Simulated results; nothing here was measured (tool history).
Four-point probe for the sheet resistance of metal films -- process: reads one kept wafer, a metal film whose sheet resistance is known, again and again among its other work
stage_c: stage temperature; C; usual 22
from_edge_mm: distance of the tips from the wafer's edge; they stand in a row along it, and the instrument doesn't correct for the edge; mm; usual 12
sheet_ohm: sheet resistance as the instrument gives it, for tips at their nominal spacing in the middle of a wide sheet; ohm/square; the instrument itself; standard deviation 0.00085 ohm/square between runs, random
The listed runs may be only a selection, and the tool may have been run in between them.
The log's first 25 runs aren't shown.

run 26 hour=2515.1 | stage_c=25 from_edge_mm=21 | sheet_ohm=4.233924
run 27 hour=2606.2 | stage_c=24 from_edge_mm=21 | sheet_ohm=4.233032
run 28 hour=2669 | stage_c=20 from_edge_mm=4 | sheet_ohm=4.440826
run 29 hour=2769.7 | stage_c=32 from_edge_mm=50 | sheet_ohm=4.231685
run 30 hour=2833.2 | stage_c=23 from_edge_mm=35 | sheet_ohm=4.232249
run 31 hour=2929.5 | stage_c=23 from_edge_mm=35 | sheet_ohm=4.232039
run 32 hour=3047.8 | stage_c=22 from_edge_mm=6 | sheet_ohm=4.328114
run 33 hour=3138.8 | stage_c=21 from_edge_mm=28 | sheet_ohm=4.2332
run 34 hour=3207.1 | stage_c=18 from_edge_mm=10 | sheet_ohm=4.264143
run 35 hour=3297.9 | stage_c=19 from_edge_mm=72 | sheet_ohm=4.231738
run 36 hour=3357.3 | stage_c=18 from_edge_mm=12 | sheet_ohm=4.257104
run 37 hour=3490.7 | stage_c=18 from_edge_mm=12 | sheet_ohm=4.255824
run 38 hour=3616.4 | stage_c=30 from_edge_mm=4 | sheet_ohm=4.456587
run 39 hour=3754.1 | stage_c=29 from_edge_mm=9 | sheet_ohm=4.286172
run 40 hour=3827 | stage_c=22 from_edge_mm=9 | sheet_ohm=4.28275
run 41 hour=3939.1 | stage_c=32 from_edge_mm=71 | sheet_ohm=4.245177
run 42 hour=4008.3 | stage_c=31 from_edge_mm=19 | sheet_ohm=4.25343
run 43 hour=4122.9 | stage_c=23 from_edge_mm=12 | sheet_ohm=4.26771
-- hour=4192.9 new probe head fitted
run 44 hour=4209.3 | stage_c=23 from_edge_mm=12 | sheet_ohm=4.261357
run 45 hour=4294.1 | stage_c=21 from_edge_mm=9 | sheet_ohm=4.282908

Alternative continuations, all from the tool just after run 45; predict every row:
run A hour=4398.9 | stage_c=25 from_edge_mm=72 | sheet_ohm=?
run B hour=4398.9 | stage_c=34 from_edge_mm=23 | sheet_ohm=?
run C hour=4398.9 | stage_c=30 from_edge_mm=9 | sheet_ohm=?

run=A sheet_ohm=4.239303
run=B sheet_ohm=4.250535
run=C sheet_ohm=4.28539
Had the tool no hidden state, the same runs would have come out as:
run=A sheet_ohm=4.217599
run=B sheet_ohm=4.228622
run=C sheet_ohm=4.263385

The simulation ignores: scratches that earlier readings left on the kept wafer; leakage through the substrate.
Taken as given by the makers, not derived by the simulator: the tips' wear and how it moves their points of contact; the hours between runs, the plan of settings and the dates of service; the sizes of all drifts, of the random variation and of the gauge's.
